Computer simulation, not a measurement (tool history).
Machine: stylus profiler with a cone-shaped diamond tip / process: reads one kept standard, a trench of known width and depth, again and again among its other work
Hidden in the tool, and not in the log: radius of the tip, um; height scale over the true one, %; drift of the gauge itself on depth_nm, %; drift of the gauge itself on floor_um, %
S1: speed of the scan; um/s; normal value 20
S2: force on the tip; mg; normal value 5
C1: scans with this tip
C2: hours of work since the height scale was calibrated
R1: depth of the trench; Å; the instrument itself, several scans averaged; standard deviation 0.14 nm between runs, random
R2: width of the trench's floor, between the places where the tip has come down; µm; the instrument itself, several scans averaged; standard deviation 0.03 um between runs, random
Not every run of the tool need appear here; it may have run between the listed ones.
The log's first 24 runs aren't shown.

run,hour,S1,S2,C1,C2,R1,R2
25,720.8,5,3.32,16658,94,5037.2,95.41
26,749,14,1.89,16912,116,5024.3,95.37
27,768.9,25,6.52,17092,131,5057.2,95.35
28,799.2,25,6.52,17364,154,5058.1,95.24
29,840.4,16,3.55,17736,186,5037.9,95.29
30,873.2,16,3.55,18032,211,5036.1,95.3
31,897,33,5,18246,230,5049.6,95.25
32,915.7,10,2.46,18415,244,5026.7,95.25
33,947.8,43,2.12,18704,269,5022,95.06
34,970.5,43,2.12,18908,286,5022.8,95.01
35,1004.8,43,2.12,19217,313,5022.2,95
36,1033.2,12,1.81,19473,334,5020.2,95.19
37,1052.9,12,1.81,19651,350,5018.2,95.16
38,1090.1,12,6.63,19985,378,5052.6,95.19
39,1122.6,19,3.13,20279,403,5032.3,95.08
40,1155,9,9.56,20570,428,5069.5,95.1
41,1198.3,9,9.56,20960,461,5073.7,95.08
42,1231.3,9,9.56,21257,487,5070.8,95.07
43,1274.4,13,2.25,21646,520,5021.8,95.01
44,1301,13,2.25,21885,540,5021.9,94.99
45,1338,13,10.77,22219,569,5074.1,94.93
46,1364.4,8,4.9,22457,589,5040,94.98
47,1393.1,54,1.75,22715,611,5015.8,94.71

Each row is a separate what-if for the run after 47, all from the same tool condition, not one after another. Results?
A,1418.1,7,2.7,22940,630,?,?
B,1418.1,54,14.23,22940,630,?,?
C,1418.1,30,1.75,22940,630,?,?

run,R1,R2
A,5023.3,94.96
B,5089,94.86
C,5017.4,94.83
Without the tool's unlogged condition, the same runs would have read:
run,R1,R2
A,5032.7,96.97
B,5098.5,96.87
C,5026.8,96.84
